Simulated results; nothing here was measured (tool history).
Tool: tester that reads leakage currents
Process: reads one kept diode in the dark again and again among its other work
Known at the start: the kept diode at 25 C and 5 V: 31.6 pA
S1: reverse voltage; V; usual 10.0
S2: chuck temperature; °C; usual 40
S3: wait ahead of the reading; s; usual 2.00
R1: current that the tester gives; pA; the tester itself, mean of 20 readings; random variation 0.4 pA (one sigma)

{"run": 1, "hour": 0.0, "S1": 10.0, "S2": 40, "S3": 2.0, "R1": 141.23}
{"run": 2, "hour": 17.7, "S1": 10.0, "S2": 40, "S3": 2.0, "R1": 140.84}
{"run": 3, "hour": 33.4, "S1": 10.0, "S2": 40, "S3": 2.0, "R1": 141.21}
{"run": 4, "hour": 63.6, "S1": 10.0, "S2": 40, "S3": 0.3, "R1": 143.08}
{"run": 5, "hour": 85.2, "S1": 10.0, "S2": 40, "S3": 0.3, "R1": 142.85}
{"run": 6, "hour": 105.3, "S1": 10.0, "S2": 20, "S3": 2.0, "R1": 36.3}
{"run": 7, "hour": 135.0, "S1": 10.0, "S2": 20, "S3": 2.0, "R1": 36.6}
{"run": 8, "hour": 168.8, "S1": 10.0, "S2": 20, "S3": 2.0, "R1": 36.39}
{"run": 9, "hour": 202.5, "S1": 10.0, "S2": 40, "S3": 2.0, "R1": 140.92}
{"run": 10, "hour": 222.8, "S1": 10.0, "S2": 40, "S3": 2.0, "R1": 140.55}
{"hour": 245.1, "done": "probe card cleaned and baked"}
{"run": 11, "hour": 247.8, "S1": 10.0, "S2": 26, "S3": 1.51, "R1": 55.19}
{"run": 12, "hour": 278.2, "S1": 2.3, "S2": 23, "S3": 1.36, "R1": 23.34}
{"run": 13, "hour": 308.8, "S1": 3.3, "S2": 26, "S3": 2.53, "R1": 33.83}

Forecast run 14:
{"run": 14, "hour": 326.8, "S1": 6.6, "S2": 22, "S3": 0.35, "R1": "?"}

R1: 36.21 pA
Without the tool's hidden state the same run would have given R1 28.28 pA.

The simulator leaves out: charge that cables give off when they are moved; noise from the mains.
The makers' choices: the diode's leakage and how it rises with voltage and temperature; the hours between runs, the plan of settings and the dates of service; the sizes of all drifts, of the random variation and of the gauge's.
